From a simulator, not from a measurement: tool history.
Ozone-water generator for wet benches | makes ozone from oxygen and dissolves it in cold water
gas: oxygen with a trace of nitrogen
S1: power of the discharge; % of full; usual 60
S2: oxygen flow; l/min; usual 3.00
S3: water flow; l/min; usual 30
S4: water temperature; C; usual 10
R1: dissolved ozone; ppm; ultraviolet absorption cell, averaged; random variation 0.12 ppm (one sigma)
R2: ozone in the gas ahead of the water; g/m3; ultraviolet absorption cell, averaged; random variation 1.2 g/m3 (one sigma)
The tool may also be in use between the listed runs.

| run | hour | S1 | S2 | S3 | S4 | R1 | R2 |
|---|---|---|---|---|---|---|---|
| 1 | 0.0 | 60 | 3.00 | 30 | 10 | 12.1 | 209.4 |
| 2 | 140.6 | 60 | 3.00 | 30 | 10 | 12.0 | 209.2 |
| 3 | 289.8 | 60 | 3.00 | 30 | 10 | 11.8 | 208.3 |
| 4 | 368.7 | 60 | 3.00 | 30 | 10 | 12.0 | 207.9 |
| 5 | 518.6 | 60 | 3.00 | 30 | 16 | 11.4 | 207.7 |
| 6 | 695.8 | 60 | 3.00 | 30 | 16 | 11.5 | 205.8 |
| 7 | 794.9 | 60 | 3.00 | 30 | 10 | 11.9 | 208.1 |
| 8 | 870.8 | 60 | 3.00 | 30 | 10 | 11.8 | 206.6 |
| 9 | 1045.9 | 60 | 3.00 | 30 | 11 | 11.6 | 207.6 |
|  | 1103.2 | water thermometer calibrated |
| 10 | 1165.6 | 60 | 3.00 | 30 | 10 | 11.9 | 207.2 |
| 11 | 1304.0 | 60 | 3.00 | 30 | 10 | 11.8 | 207.1 |
| 12 | 1401.7 | 60 | 3.00 | 25 | 11 | 14.4 | 207.0 |
|  | 1421.1 | contactor cleaned |
| 13 | 1534.5 | 55 | 3.64 | 25 | 11 | 14.4 | 180.8 |
| 14 | 1699.4 | 72 | 1.84 | 38 | 9 | 7.8 | 285.6 |
| 15 | 1867.8 | 72 | 1.84 | 38 | 9 | 7.7 | 281.9 |
| 16 | 2012.9 | 60 | 3.00 | 30 | 15 | 10.8 | 205.7 |
| 17 | 2098.5 | 60 | 3.00 | 30 | 15 | 11.1 | 207.3 |
|  | 2254.3 | contactor cleaned, once more |
| 18 | 2257.3 | 97 | 3.00 | 30 | 15 | 15.4 | 262.3 |
| 19 | 2420.5 | 97 | 3.00 | 30 | 15 | 15.3 | 261.0 |
| 20 | 2551.1 | 60 | 3.80 | 26 | 17 | 14.8 | 183.2 |
| 21 | 2639.8 | 67 | 3.04 | 25 | 17 | 15.3 | 215.8 |
| 22 | 2729.5 | 67 | 3.04 | 31 | 17 | 12.3 | 212.6 |

Forecast each of these 3 alternatives for the next run:
| A | 2891.5 | 60 | 2.94 | 21 | 8 | ? | ? |
| B | 2891.5 | 44 | 3.00 | 28 | 18 | ? | ? |
| C | 2891.5 | 48 | 2.99 | 37 | 17 | ? | ? |

| run | R1 | R2 |
|---|---|---|
| A | 18.4 | 208.0 |
| B | 10.7 | 174.6 |
| C | 8.3 | 184.5 |
Without the tool's hidden state the same runs would have given:
| run | R1 | R2 |
|---|---|---|
| A | 18.9 | 213.0 |
| B | 11.0 | 178.1 |
| C | 8.5 | 188.4 |
